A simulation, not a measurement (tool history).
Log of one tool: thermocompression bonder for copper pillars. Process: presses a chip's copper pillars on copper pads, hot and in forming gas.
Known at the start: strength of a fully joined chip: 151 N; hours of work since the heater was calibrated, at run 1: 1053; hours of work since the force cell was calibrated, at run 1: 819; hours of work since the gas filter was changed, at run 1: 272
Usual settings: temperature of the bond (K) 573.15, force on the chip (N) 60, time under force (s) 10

run	hour	temperature of the bond (K)	force on the chip (N)	time under force (s)	hours of work since the heater was calibrated	hours of work since the force cell was calibrated	hours of work since the gas filter was changed	force that shears a chip off (N)
1	0.0	573.15	60	10	1053	819	272	63.4
2	41.6	573.15	63	10	1085	851	304	65.1
3	82.8	573.15	63	10	1117	883	335	65.3
# hour 100.0: heater calibrated with a thermocouple chip
# hour 105.6: forming gas filter changed
4	105.9	573.15	63	10	4	899	0	65.3
5	150.8	573.15	63	10	39	934	35	65.4
6	192.8	573.15	60	10	71	966	67	63.2
7	215.4	573.15	60	10	89	983	85	62.7
8	259.8	573.15	60	10	123	1018	119	63.2
9	289.7	573.15	60	10	146	1041	142	62.4
10	314.2	573.15	40	10	165	1060	161	47.6
11	353.1	573.15	49	10	195	1090	191	54.6
12	394.1	573.15	74	10	226	1121	222	71.7
13	438.0	573.15	74	10	260	1155	256	72.0
14	477.4	590.15	38	15	291	1185	287	63.6
15	500.0	600.15	79	10	308	1203	304	93.3
16	540.6	600.15	79	10	339	1234	335	93.1
# hour 561.9: forming gas filter changed
17	577.8	571.15	79	30	367	1262	12	103.3
18	620.1	571.15	79	30	400	1295	45	102.6
19	665.1	574.15	85	11	435	1330	80	81.2
20	698.2	566.15	64	10	460	1355	105	60.9
# hour 720.6: force cell calibrated
21	724.5	548.15	37	28	479	3	124	50.7
22	752.0	548.15	37	28	501	24	145	51.1
23	772.9	564.15	37	13	517	40	161	45.0
24	800.4	583.15	37	13	538	62	183	55.0
25	832.4	592.15	36	19	563	86	207	67.7

Forecast each of these 5 alternatives for the next run:
A	858.9	550.15	77	7	583	107	228	?
B	858.9	592.15	86	19	583	107	228	?
C	858.9	592.15	36	5	583	107	228	?
D	858.9	572.15	80	15	583	107	228	?
E	858.9	596.15	90	19	583	107	228	?

run	force that shears a chip off (N)
A	50.0
B	108.7
C	40.0
D	84.7
E	113.0
Without the tool's hidden state the same runs would have given:
run	force that shears a chip off (N)
A	50.9
B	110.8
C	40.8
D	86.3
E	115.2

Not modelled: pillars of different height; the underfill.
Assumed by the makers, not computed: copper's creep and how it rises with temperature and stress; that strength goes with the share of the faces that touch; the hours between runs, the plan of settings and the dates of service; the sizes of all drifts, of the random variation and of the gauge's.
